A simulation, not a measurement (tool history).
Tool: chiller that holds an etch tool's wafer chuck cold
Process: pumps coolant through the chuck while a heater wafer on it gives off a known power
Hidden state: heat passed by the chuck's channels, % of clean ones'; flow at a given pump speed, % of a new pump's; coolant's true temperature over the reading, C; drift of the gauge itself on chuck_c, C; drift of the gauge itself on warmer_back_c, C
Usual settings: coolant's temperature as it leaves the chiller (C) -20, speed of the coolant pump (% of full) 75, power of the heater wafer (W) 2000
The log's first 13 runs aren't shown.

| run | hour | coolant's temperature as it leaves the chiller (C) | speed of the coolant pump (% of full) | power of the heater wafer (W) | hours since the coolant was changed and the channels were flushed | hours since the pump was overhauled | hours since the chiller's thermometer was calibrated | chuck's temperature once it has settled (C) | how much warmer the coolant comes back (C) |
|---|---|---|---|---|---|---|---|---|---|
| 14 | 448.4 | -20 | 75 | 2000 | 2737 | 1981 | 2434 | -0.8 | 9.81 |
| 15 | 494.4 | -20 | 75 | 2000 | 2783 | 2027 | 2480 | -0.9 | 9.83 |
| 16 | 538.4 | -20 | 75 | 2000 | 2827 | 2071 | 2524 | -0.7 | 9.89 |
| 17 | 580.0 | -21 | 99 | 1725 | 2868 | 2112 | 2566 | -7.7 | 6.54 |
| 18 | 606.8 | -28 | 89 | 2411 | 2895 | 2139 | 2593 | -7.7 | 10.07 |
| 19 | 633.2 | -28 | 89 | 2411 | 2921 | 2166 | 2619 | -7.6 | 10.13 |
| 20 | 673.9 | -21 | 69 | 1216 | 2962 | 2206 | 2660 | -8.5 | 6.47 |
|  | 681.9 | coolant pump overhauled |
| 21 | 728.1 | -26 | 87 | 2000 | 3011 | 46 | 2709 | -7.7 | 9.20 |
| 22 | 753.3 | -26 | 87 | 2000 | 3037 | 71 | 2734 | -7.7 | 9.12 |
| 23 | 807.2 | -25 | 72 | 2000 | 3090 | 125 | 2788 | -3.9 | 10.99 |
| 24 | 851.8 | -25 | 72 | 2000 | 3135 | 170 | 2833 | -3.8 | 11.05 |
| 25 | 908.4 | -25 | 72 | 2000 | 3192 | 226 | 2889 | -3.6 | 11.01 |
| 26 | 944.3 | -25 | 72 | 2000 | 3228 | 262 | 2925 | -3.6 | 11.15 |
|  | 953.3 | coolant changed, channels flushed |
|  | 962.9 | coolant pump overhauled, once more |
| 27 | 993.6 | -25 | 72 | 2000 | 35 | 31 | 2964 | -7.5 | 9.47 |
| 28 | 1020.7 | -25 | 72 | 2000 | 62 | 58 | 2991 | -7.5 | 9.44 |
| 29 | 1063.7 | -22 | 75 | 2000 | 105 | 101 | 3034 | -5.0 | 9.04 |
| 30 | 1114.2 | -22 | 75 | 2000 | 156 | 151 | 3084 | -5.1 | 9.09 |
| 31 | 1154.7 | -17 | 75 | 1606 | 196 | 192 | 3125 | -3.4 | 7.28 |

Forecast each of these 5 alternatives for the next run:
| A | 1193.7 | -22 | 75 | 1299 | 235 | 231 | 3164 | ? | ? |
| B | 1193.7 | -26 | 72 | 2079 | 235 | 231 | 3164 | ? | ? |
| C | 1193.7 | -26 | 75 | 1606 | 235 | 231 | 3164 | ? | ? |
| D | 1193.7 | -17 | 71 | 1606 | 235 | 231 | 3164 | ? | ? |
| E | 1193.7 | -20 | 75 | 2345 | 235 | 231 | 3164 | ? | ? |

| run | chuck's temperature once it has settled (C) | how much warmer the coolant comes back (C) |
|---|---|---|
| A | -11.0 | 5.95 |
| B | -7.7 | 9.84 |
| C | -12.2 | 7.40 |
| D | -2.7 | 7.79 |
| E | 0.3 | 10.71 |
Without the tool's hidden state the same runs would have given:
| run | chuck's temperature once it has settled (C) | how much warmer the coolant comes back (C) |
|---|---|---|
| A | -11.0 | 5.88 |
| B | -7.8 | 9.73 |
| C | -12.2 | 7.32 |
| D | -2.7 | 7.70 |
| E | 0.2 | 10.59 |
